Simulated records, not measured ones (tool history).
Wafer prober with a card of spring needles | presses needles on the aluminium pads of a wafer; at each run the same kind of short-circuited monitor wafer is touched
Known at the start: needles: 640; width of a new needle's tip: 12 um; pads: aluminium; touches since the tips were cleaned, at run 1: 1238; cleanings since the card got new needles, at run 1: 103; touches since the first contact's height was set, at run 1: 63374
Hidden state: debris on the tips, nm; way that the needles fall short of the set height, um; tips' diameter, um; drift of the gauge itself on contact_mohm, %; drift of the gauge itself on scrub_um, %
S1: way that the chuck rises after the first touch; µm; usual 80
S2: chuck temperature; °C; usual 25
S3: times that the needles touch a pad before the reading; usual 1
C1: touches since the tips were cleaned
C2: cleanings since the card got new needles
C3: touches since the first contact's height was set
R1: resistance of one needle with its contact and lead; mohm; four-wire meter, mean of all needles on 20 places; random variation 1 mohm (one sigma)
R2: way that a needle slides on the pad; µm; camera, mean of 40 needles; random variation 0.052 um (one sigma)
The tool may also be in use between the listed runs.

Run 1, hour 0.0: usual settings; C1 1238; C2 103; C3 63374. Result: R1 279 mohm, R2 11.61 µm.
At hour 3.7: tips cleaned on abrasive film.
At hour 12.4: tips cleaned on abrasive film.
At hour 22.5: tips cleaned on abrasive film.
Run 2, hour 26.0: usual settings; C1 873; C2 106; C3 69758. Result: R1 278 mohm, R2 11.53 µm.
At hour 32.1: tips cleaned on abrasive film.
At hour 40.8: tips cleaned on abrasive film.
Run 3, hour 48.6: usual settings; C1 1936; C2 108; C3 75322. Result: R1 282 mohm, R2 11.59 µm.
At hour 50.7: tips cleaned on abrasive film.
At hour 59.8: tips cleaned on abrasive film.
Run 4, hour 67.4: usual settings; C1 1890; C2 110; C3 79948. Result: R1 281 mohm, R2 11.54 µm.
At hour 69.3: tips cleaned on abrasive film.
At hour 78.1: tips cleaned on abrasive film.
Run 5, hour 84.2: usual settings but S2 30 °C; C1 1530; C2 112; C3 84095. Result: R1 281 mohm, R2 11.51 µm.
At hour 87.9: tips cleaned on abrasive film.
At hour 97.2: tips cleaned on abrasive film.
At hour 105.9: tips cleaned on abrasive film.
Run 6, hour 106.1: usual settings but S2 30 °C; C1 45; C2 115; C3 89456. Result: R1 274 mohm, R2 11.47 µm.
At hour 114.3: tips cleaned on abrasive film.
Run 7, hour 118.4: usual settings but S2 30 °C; C1 1032; C2 116; C3 92495. Result: R1 280 mohm, R2 11.42 µm.
At hour 124.0: tips cleaned on abrasive film.
At hour 133.0: tips cleaned on abrasive film.
Run 8, hour 135.3: usual settings but S1 61 µm, S2 65 °C; C1 557; C2 118; C3 96636. Result: R1 294 mohm, R2 8.64 µm.
At hour 142.4: tips cleaned on abrasive film.
At hour 151.7: tips cleaned on abrasive film.
At hour 160.3: tips cleaned on abrasive film.
Run 9, hour 160.3: usual settings but S1 61 µm, S2 65 °C; C1 0; C2 121; C3 102773. Result: R1 290 mohm, R2 8.44 µm.
At hour 169.6: tips cleaned on abrasive film.
At hour 179.2: tips cleaned on abrasive film.
Run 10, hour 181.0: usual settings but S1 61 µm, S2 65 °C; C1 444; C2 123; C3 107887. Result: R1 295 mohm, R2 8.61 µm.
At hour 188.1: tips cleaned on abrasive film.
At hour 197.1: tips cleaned on abrasive film.
Run 11, hour 197.1: usual settings but S1 61 µm, S2 65 °C; C1 0; C2 125; C3 111843. Result: R1 291 mohm, R2 8.46 µm.

Forecast run 12:
At hour 207.4: tips cleaned on abrasive film.
Run 12, hour 213.2: usual settings but S1 61 µm, S2 65 °C; C1 1460; C2 126; C3 115820. Result: R1 ?, R2 ?.

R1: 306 mohm
R2: 8.49 µm
Without the tool's hidden state the same run would have given R1 287 mohm, R2 9.11 µm.
